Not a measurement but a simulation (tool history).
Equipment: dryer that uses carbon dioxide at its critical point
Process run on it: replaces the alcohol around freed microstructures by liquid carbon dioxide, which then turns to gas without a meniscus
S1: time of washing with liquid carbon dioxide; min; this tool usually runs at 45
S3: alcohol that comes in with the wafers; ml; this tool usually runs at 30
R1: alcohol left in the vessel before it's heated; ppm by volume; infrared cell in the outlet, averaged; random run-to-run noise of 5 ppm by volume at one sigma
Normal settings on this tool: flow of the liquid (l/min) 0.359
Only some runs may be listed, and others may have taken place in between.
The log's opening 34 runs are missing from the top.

Run 35, hour 553.6: usual settings but S1 46 min, flow of the liquid (l/min) 0.29, S3 46 ml. Result: R1 245 ppm by volume.
Run 36, hour 574.6: usual settings but S1 37 min, flow of the liquid (l/min) 0.319, S3 24 ml. Result: R1 235 ppm by volume.
Run 37, hour 584.5: usual settings but S1 37 min, flow of the liquid (l/min) 0.319, S3 24 ml. Result: R1 256 ppm by volume.
At hour 587.3: inlet filter changed.
Run 38, hour 604.6: usual settings but S1 37 min, flow of the liquid (l/min) 0.426, S3 24 ml. Result: R1 113 ppm by volume.
Run 39, hour 617.7: usual settings but S1 37 min, flow of the liquid (l/min) 0.426, S3 24 ml. Result: R1 129 ppm by volume.
Run 40, hour 630.4: usual settings but S1 32 min, flow of the liquid (l/min) 0.288, S3 53 ml. Result: R1 665 ppm by volume.
Run 41, hour 642.1: usual settings but S1 32 min, flow of the liquid (l/min) 0.288, S3 53 ml. Result: R1 697 ppm by volume.
Run 42, hour 662.4: usual settings but flow of the liquid (l/min) 0.258, S3 53 ml. Result: R1 313 ppm by volume.
Run 43, hour 677.9: usual settings but S1 44 min. Result: R1 132 ppm by volume.
Run 44, hour 700: usual settings but S1 44 min. Result: R1 140 ppm by volume.
Run 45, hour 720.4: usual settings but S1 34 min, flow of the liquid (l/min) 0.277. Result: R1 419 ppm by volume.
Run 46, hour 739.8: usual settings but S1 34 min, flow of the liquid (l/min) 0.277, S3 46 ml. Result: R1 590 ppm by volume.

The next listed run, before its measurement:
Run 47, hour 759.9: usual settings but S1 34 min, flow of the liquid (l/min) 0.277, S3 46 ml. Result: R1 ?.

Run 47 yielded R1 602 ppm by volume.
With no hidden state in the tool, this same run would have given R1 439 ppm by volume.
